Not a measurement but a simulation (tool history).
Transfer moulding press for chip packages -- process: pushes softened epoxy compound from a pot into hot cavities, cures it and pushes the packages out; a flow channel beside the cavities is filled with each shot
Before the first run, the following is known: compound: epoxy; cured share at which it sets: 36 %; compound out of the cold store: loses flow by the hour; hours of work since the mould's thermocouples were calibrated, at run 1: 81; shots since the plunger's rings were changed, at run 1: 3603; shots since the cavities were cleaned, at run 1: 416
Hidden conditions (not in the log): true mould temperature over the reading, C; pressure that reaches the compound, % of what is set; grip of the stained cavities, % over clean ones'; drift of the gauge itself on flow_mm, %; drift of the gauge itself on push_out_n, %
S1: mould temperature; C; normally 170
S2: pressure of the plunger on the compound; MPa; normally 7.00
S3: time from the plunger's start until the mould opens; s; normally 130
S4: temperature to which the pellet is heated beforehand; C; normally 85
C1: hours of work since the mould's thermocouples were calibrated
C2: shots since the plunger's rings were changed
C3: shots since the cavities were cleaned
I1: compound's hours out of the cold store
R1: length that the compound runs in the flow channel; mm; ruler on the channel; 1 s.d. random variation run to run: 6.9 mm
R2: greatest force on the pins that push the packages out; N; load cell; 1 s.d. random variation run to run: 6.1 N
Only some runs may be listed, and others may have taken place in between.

run	day	S1	S2	S3	S4	C1	C2	C3	I1	R1	R2
1	0.000	170	7.00	130	85	81	3603	416	30.1	772	365
2	1.946	170	8.41	130	85	114	4080	893	45.3	770	450
# day 2.379: cavities cleaned with cleaning compound and waxed
3	2.992	170	8.41	130	85	131	4322	150	39.4	797	293
4	4.938	170	8.41	130	85	164	4800	628	38.9	787	417
# day 6.496: cavities cleaned with cleaning compound and waxed
5	6.758	170	8.76	130	85	195	5231	63	25.5	853	270
6	8.483	170	8.76	130	85	224	5655	487	43.6	781	387
7	9.412	178	7.00	130	85	240	5884	716	41.4	669	414
# day 10.612: cavities cleaned with cleaning compound and waxed
8	10.775	178	7.00	130	85	263	6203	40	47.4	646	238
9	11.592	170	7.00	126	85	277	6403	240	35.9	713	334
10	13.550	170	7.00	126	85	310	6884	721	17.0	785	451
# day 13.792: plunger's sealing rings changed
# day 14.854: cavities cleaned with cleaning compound and waxed
11	15.629	170	7.00	126	85	343	435	190	42.5	770	302
12	16.979	170	7.00	126	85	366	767	522	32.3	807	383
13	18.771	170	7.00	126	85	397	1207	962	39.9	773	465
# day 19.012: cavities cleaned with cleaning compound and waxed
14	20.183	170	7.00	126	85	421	1539	287	28.2	816	357
15	21.804	167	6.30	137	76	448	1936	684	13.9	839	455
# day 23.200: cavities cleaned with cleaning compound and waxed
16	23.808	163	7.28	123	89	482	2413	149	22.9	870	470
# day 23.996: mould's thermocouples calibrated
17	25.300	163	7.28	123	89	22	2759	495	18.3	882	614
18	27.225	163	7.28	123	89	56	3232	968	22.3	875	728
# day 27.412: cavities cleaned with cleaning compound and waxed
19	29.142	170	7.25	130	90	87	3687	424	25.8	791	379
20	30.417	170	7.32	130	85	109	4001	738	28.1	795	437
# day 31.550: cavities cleaned with cleaning compound and waxed
21	31.946	170	7.32	130	85	135	4360	97	16.3	837	270
22	32.833	170	7.00	130	80	150	4578	315	44.1	716	348
# day 33.446: mould's thermocouples calibrated, once more
23	33.858	173	7.00	130	83	7	4809	546	31.4	735	368
24	35.167	172	8.14	130	92	30	5130	867	35.7	778	430
# day 35.758: cavities cleaned with cleaning compound and waxed
25	36.179	172	8.14	130	92	46	5364	103	38.0	758	271
26	37.162	172	8.14	130	92	63	5605	344	25.2	810	341
27	39.071	172	8.14	130	92	96	6074	813	37.7	769	447

5 options for the next run, each taken on its own from the tool as it stands now. Forecast them:
# day 39.917: cavities cleaned with cleaning compound and waxed
A	39.992	163	7.00	147	77	110	6285	19	22.9	?	?
# day 39.917: cavities cleaned with cleaning compound and waxed
B	39.992	167	5.58	130	85	110	6285	19	33.1	?	?
# day 39.917: cavities cleaned with cleaning compound and waxed
C	39.992	170	7.00	130	88	110	6285	19	38.8	?	?
# day 39.917: cavities cleaned with cleaning compound and waxed
D	39.992	170	7.00	143	85	110	6285	19	28.2	?	?
# day 39.917: cavities cleaned with cleaning compound and waxed
E	39.992	172	7.09	130	86	110	6285	19	45.5	?	?

run	R1	R2
A	811	276
B	651	268
C	700	250
D	741	225
E	684	237
With no hidden state in the tool, these same runs would have given:
run	R1	R2
A	905	260
B	726	253
C	780	237
D	826	213
E	763	225
